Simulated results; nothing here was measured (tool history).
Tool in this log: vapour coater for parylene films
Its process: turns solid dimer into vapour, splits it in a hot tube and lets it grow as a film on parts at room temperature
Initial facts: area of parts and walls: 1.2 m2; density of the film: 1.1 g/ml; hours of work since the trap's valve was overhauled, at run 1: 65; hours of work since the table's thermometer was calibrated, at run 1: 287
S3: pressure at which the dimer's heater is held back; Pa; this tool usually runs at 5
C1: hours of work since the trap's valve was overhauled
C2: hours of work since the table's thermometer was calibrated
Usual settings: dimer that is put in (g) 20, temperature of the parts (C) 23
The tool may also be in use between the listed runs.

run 1 hour=0 | dimer_that_is_put_in_(g)=20 temperature_of_the_parts_(C)=23 S3=5 | C1=65 C2=287 | thickness_of_the_film_(µm)=10.42
run 2 hour=7.4 | dimer_that_is_put_in_(g)=20 temperature_of_the_parts_(C)=23 S3=5 | C1=70 C2=292 | thickness_of_the_film_(µm)=10.41
run 3 hour=23.4 | dimer_that_is_put_in_(g)=20 temperature_of_the_parts_(C)=21 S3=5 | C1=81 C2=302 | thickness_of_the_film_(µm)=10.74
run 4 hour=34.2 | dimer_that_is_put_in_(g)=20 temperature_of_the_parts_(C)=19 S3=5 | C1=88 C2=309 | thickness_of_the_film_(µm)=11.03
run 5 hour=47.7 | dimer_that_is_put_in_(g)=20 temperature_of_the_parts_(C)=19 S3=5 | C1=97 C2=318 | thickness_of_the_film_(µm)=11.02
run 6 hour=64.7 | dimer_that_is_put_in_(g)=20 temperature_of_the_parts_(C)=23 S3=5 | C1=108 C2=329 | thickness_of_the_film_(µm)=10.35
run 7 hour=78 | dimer_that_is_put_in_(g)=20 temperature_of_the_parts_(C)=23 S3=5 | C1=117 C2=338 | thickness_of_the_film_(µm)=10.34
run 8 hour=89.1 | dimer_that_is_put_in_(g)=20 temperature_of_the_parts_(C)=20 S3=2.7 | C1=124 C2=345 | thickness_of_the_film_(µm)=11.98
run 9 hour=103.6 | dimer_that_is_put_in_(g)=20 temperature_of_the_parts_(C)=20 S3=2.7 | C1=133 C2=355 | thickness_of_the_film_(µm)=11.95
run 10 hour=118.7 | dimer_that_is_put_in_(g)=20 temperature_of_the_parts_(C)=21 S3=5 | C1=143 C2=365 | thickness_of_the_film_(µm)=10.63
run 11 hour=132.3 | dimer_that_is_put_in_(g)=28 temperature_of_the_parts_(C)=17 S3=7.08 | C1=152 C2=373 | thickness_of_the_film_(µm)=14.97
run 12 hour=142.6 | dimer_that_is_put_in_(g)=13 temperature_of_the_parts_(C)=15 S3=6.51 | C1=159 C2=380 | thickness_of_the_film_(µm)=7.24
run 13 hour=160.3 | dimer_that_is_put_in_(g)=9 temperature_of_the_parts_(C)=23 S3=4.68 | C1=170 C2=392 | thickness_of_the_film_(µm)=4.65
run 14 hour=173.8 | dimer_that_is_put_in_(g)=20 temperature_of_the_parts_(C)=21 S3=11.25 | C1=179 C2=401 | thickness_of_the_film_(µm)=9.18

Consider 4 possible next runs. They are alternatives, not a sequence: every one starts from the tool as it was left by run 14. What does each give?
run A hour=185.8 | dimer_that_is_put_in_(g)=20 temperature_of_the_parts_(C)=15 S3=11.25 | C1=187 C2=409 | thickness_of_the_film_(µm)=?
run B hour=185.8 | dimer_that_is_put_in_(g)=20 temperature_of_the_parts_(C)=17 S3=4.21 | C1=187 C2=409 | thickness_of_the_film_(µm)=?
run C hour=185.8 | dimer_that_is_put_in_(g)=20 temperature_of_the_parts_(C)=21 S3=3.58 | C1=187 C2=409 | thickness_of_the_film_(µm)=?
run D hour=185.8 | dimer_that_is_put_in_(g)=26 temperature_of_the_parts_(C)=21 S3=4.55 | C1=187 C2=409 | thickness_of_the_film_(µm)=?

run=A thickness_of_the_film_(µm)=10.15
run=B thickness_of_the_film_(µm)=11.52
run=C thickness_of_the_film_(µm)=11.08
run=D thickness_of_the_film_(µm)=13.9
Without the tool's hidden state the same runs would have given:
run=A thickness_of_the_film_(µm)=10.41
run=B thickness_of_the_film_(µm)=11.81
run=C thickness_of_the_film_(µm)=11.36
run=D thickness_of_the_film_(µm)=14.26
